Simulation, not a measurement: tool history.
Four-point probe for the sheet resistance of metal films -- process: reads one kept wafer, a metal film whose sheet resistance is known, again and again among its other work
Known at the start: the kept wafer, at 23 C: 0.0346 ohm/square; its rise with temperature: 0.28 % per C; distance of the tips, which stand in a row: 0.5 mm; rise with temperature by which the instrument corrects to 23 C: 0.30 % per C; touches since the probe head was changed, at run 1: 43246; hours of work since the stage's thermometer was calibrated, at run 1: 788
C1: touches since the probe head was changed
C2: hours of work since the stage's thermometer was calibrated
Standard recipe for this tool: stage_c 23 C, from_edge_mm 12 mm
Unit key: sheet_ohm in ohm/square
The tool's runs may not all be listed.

run 1 hour=0.0 | stage_c=23 from_edge_mm=12 | C1=43246 C2=788 | sheet_ohm=0.034767
run 2 hour=19.2 | stage_c=23 from_edge_mm=14 | C1=44499 C2=802 | sheet_ohm=0.034767
run 3 hour=37.1 | stage_c=23 from_edge_mm=12 | C1=45668 C2=816 | sheet_ohm=0.034783
run 4 hour=59.3 | stage_c=23 from_edge_mm=36 | C1=47121 C2=833 | sheet_ohm=0.034750
run 5 hour=84.0 | stage_c=23 from_edge_mm=12 | C1=48738 C2=853 | sheet_ohm=0.034794
run 6 hour=106.4 | stage_c=18 from_edge_mm=12 | C1=50203 C2=870 | sheet_ohm=0.034844
run 7 hour=135.8 | stage_c=18 from_edge_mm=12 | C1=52123 C2=893 | sheet_ohm=0.034833
run 8 hour=171.0 | stage_c=18 from_edge_mm=12 | C1=54424 C2=920 | sheet_ohm=0.034845
run 9 hour=204.7 | stage_c=18 from_edge_mm=12 | C1=56627 C2=946 | sheet_ohm=0.034846
run 10 hour=228.4 | stage_c=18 from_edge_mm=12 | C1=58175 C2=964 | sheet_ohm=0.034865
run 11 hour=265.4 | stage_c=22 from_edge_mm=14 | C1=60590 C2=993 | sheet_ohm=0.034822
run 12 hour=282.5 | stage_c=22 from_edge_mm=5 | C1=61707 C2=1006 | sheet_ohm=0.034990
run 13 hour=312.6 | stage_c=28 from_edge_mm=5 | C1=63677 C2=1029 | sheet_ohm=0.034976
run 14 hour=340.1 | stage_c=25 from_edge_mm=5 | C1=65473 C2=1051 | sheet_ohm=0.034999
run 15 hour=358.0 | stage_c=25 from_edge_mm=5 | C1=66643 C2=1064 | sheet_ohm=0.035002
run 16 hour=378.0 | stage_c=25 from_edge_mm=7 | C1=67948 C2=1080 | sheet_ohm=0.034919
run 17 hour=409.9 | stage_c=29 from_edge_mm=9 | C1=70031 C2=1104 | sheet_ohm=0.034849
run 18 hour=445.4 | stage_c=18 from_edge_mm=25 | C1=72356 C2=1132 | sheet_ohm=0.034872

Selected run-to-run steps in sheet_ohm, each split into two signed amounts: the part the tool would show with no hidden state at all (from settings, incoming material and random variation), and the remainder, which goes to the hidden state together with any gauge scatter not common to the measured and the hidden-state-free results:
Unlogged tool condition in this case: inner tips' distance over the nominal, %; tips' flats over new ones', %; wafer's true temperature over the reading, C; drift of the gauge itself on sheet_ohm, %.
Run 7 -> 8: no setting touched and nothing written in the log between the runs. sheet_ohm +0.000012 ohm/square: hidden state +0.000008, all else +0.000004.
Run 11 -> 12: from_edge_mm 14 -> 5. sheet_ohm +0.000168 ohm/square: hidden state +0.000004, all else +0.000164.

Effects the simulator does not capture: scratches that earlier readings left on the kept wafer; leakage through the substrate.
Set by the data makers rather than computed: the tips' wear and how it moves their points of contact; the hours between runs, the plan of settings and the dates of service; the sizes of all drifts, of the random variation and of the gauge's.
